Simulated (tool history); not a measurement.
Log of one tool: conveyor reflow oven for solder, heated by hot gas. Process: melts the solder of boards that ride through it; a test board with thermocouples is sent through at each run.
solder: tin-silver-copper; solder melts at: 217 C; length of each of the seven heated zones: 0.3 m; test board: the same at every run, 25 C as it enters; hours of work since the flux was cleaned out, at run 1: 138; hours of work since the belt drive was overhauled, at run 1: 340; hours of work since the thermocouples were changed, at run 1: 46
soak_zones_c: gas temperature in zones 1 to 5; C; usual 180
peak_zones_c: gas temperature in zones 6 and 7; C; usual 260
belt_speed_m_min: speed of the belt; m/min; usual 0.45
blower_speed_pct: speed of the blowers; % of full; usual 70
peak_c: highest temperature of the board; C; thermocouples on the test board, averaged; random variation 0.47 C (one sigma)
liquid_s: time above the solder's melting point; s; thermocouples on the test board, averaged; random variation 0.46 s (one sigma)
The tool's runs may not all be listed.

| run | hour | soak_zones_c | peak_zones_c | belt_speed_m_min | blower_speed_pct | hours of work since the flux was cleaned out | hours of work since the belt drive was overhauled | hours of work since the thermocouples were changed | peak_c | liquid_s |
|---|---|---|---|---|---|---|---|---|---|---|
| 1 | 0 | 180 | 260 | 0.45 | 70 | 138 | 340 | 46 | 248.9 | 61.3 |
| 2 | 27.6 | 180 | 260 | 0.45 | 70 | 159 | 361 | 66 | 248.1 | 61 |
| 3 | 65.7 | 180 | 260 | 0.45 | 70 | 188 | 390 | 95 | 247.9 | 60.5 |
| 4 | 97.7 | 180 | 260 | 0.45 | 70 | 212 | 414 | 120 | 248.1 | 61.4 |
| 5 | 133.4 | 180 | 260 | 0.45 | 70 | 239 | 441 | 147 | 248.5 | 60.7 |
| 6 | 172.6 | 180 | 260 | 0.45 | 70 | 268 | 471 | 176 | 248.7 | 60.4 |
| 7 | 207.8 | 180 | 260 | 0.45 | 70 | 295 | 497 | 203 | 248.7 | 61.2 |
| 8 | 236.4 | 180 | 260 | 0.45 | 70 | 317 | 519 | 224 | 248.9 | 61.1 |
| 9 | 281.2 | 180 | 260 | 0.45 | 70 | 351 | 553 | 258 | 248.9 | 60.5 |
|  | 290.3 | flux residue cleaned out of gas plates and filters |
| 10 | 319.6 | 180 | 260 | 0.45 | 70 | 22 | 578 | 284 | 250.9 | 61.6 |
| 11 | 349.2 | 180 | 260 | 0.45 | 61 | 45 | 601 | 306 | 248.5 | 60.4 |
| 12 | 378.1 | 180 | 260 | 0.45 | 70 | 66 | 622 | 328 | 250.8 | 62.4 |
| 13 | 419.9 | 171 | 260 | 0.45 | 70 | 98 | 654 | 360 | 248.9 | 57.2 |
| 14 | 441.2 | 171 | 260 | 0.45 | 70 | 114 | 670 | 376 | 248.4 | 57.7 |
| 15 | 486 | 171 | 260 | 0.45 | 70 | 148 | 704 | 410 | 248.6 | 57.8 |
|  | 492 | belt drive overhauled, speed set with a stopwatch |
| 16 | 524.9 | 190 | 262 | 0.45 | 70 | 174 | 25 | 436 | 253.7 | 69.5 |
| 17 | 555.7 | 171 | 260 | 0.373 | 75 | 198 | 48 | 459 | 253.6 | 77.5 |
|  | 567.7 | belt drive overhauled, speed set with a stopwatch, once more |
| 18 | 588.4 | 171 | 260 | 0.373 | 75 | 219 | 16 | 481 | 253.7 | 75.1 |
| 19 | 611 | 172 | 268 | 0.394 | 70 | 237 | 33 | 498 | 258.7 | 74.4 |
| 20 | 648.3 | 175 | 256 | 0.394 | 70 | 265 | 61 | 526 | 248.3 | 68.3 |
| 21 | 673.6 | 175 | 256 | 0.394 | 70 | 284 | 80 | 545 | 248 | 67.4 |
| 22 | 714.5 | 175 | 256 | 0.394 | 70 | 315 | 111 | 576 | 248.2 | 67.4 |
| 23 | 741 | 175 | 256 | 0.394 | 70 | 335 | 131 | 596 | 248.5 | 67.7 |
|  | 769.1 | flux residue cleaned out of gas plates and filters |
| 24 | 776.4 | 180 | 253 | 0.45 | 70 | 6 | 154 | 619 | 245.1 | 57.9 |
| 25 | 795.9 | 180 | 260 | 0.45 | 67 | 20 | 169 | 634 | 250.6 | 61.6 |
| 26 | 817.2 | 180 | 271 | 0.413 | 67 | 36 | 185 | 650 | 262.1 | 76.1 |
| 27 | 852.2 | 180 | 259 | 0.45 | 70 | 63 | 211 | 677 | 249.2 | 61.9 |
| 28 | 885.6 | 194 | 274 | 0.419 | 65 | 88 | 237 | 702 | 266.9 | 83.3 |
| 29 | 919.3 | 167 | 257 | 0.45 | 74 | 114 | 262 | 728 | 247 | 54.9 |
| 30 | 964.2 | 180 | 269 | 0.45 | 70 | 148 | 296 | 762 | 259.2 | 67.9 |

Forecast each of these 5 alternatives for the next run:
| A | 1008.1 | 175 | 269 | 0.533 | 70 | 181 | 329 | 795 | ? | ? |
| B | 1008.1 | 172 | 269 | 0.45 | 70 | 181 | 329 | 795 | ? | ? |
| C | 1008.1 | 180 | 252 | 0.45 | 70 | 181 | 329 | 795 | ? | ? |
| D | 1008.1 | 180 | 269 | 0.45 | 70 | 181 | 329 | 795 | ? | ? |
| E | 1008.1 | 180 | 264 | 0.387 | 65 | 181 | 329 | 795 | ? | ? |

| run | peak_c | liquid_s |
|---|---|---|
| A | 253.2 | 49.9 |
| B | 257.8 | 63 |
| C | 243.5 | 56.3 |
| D | 258.5 | 68.5 |
| E | 257.2 | 79.6 |
Without the tool's hidden state the same runs would have given:
| run | peak_c | liquid_s |
|---|---|---|
| A | 251.9 | 49.2 |
| B | 256.2 | 62.1 |
| C | 241.7 | 55 |
| D | 256.8 | 67.4 |
| E | 255.2 | 78.3 |
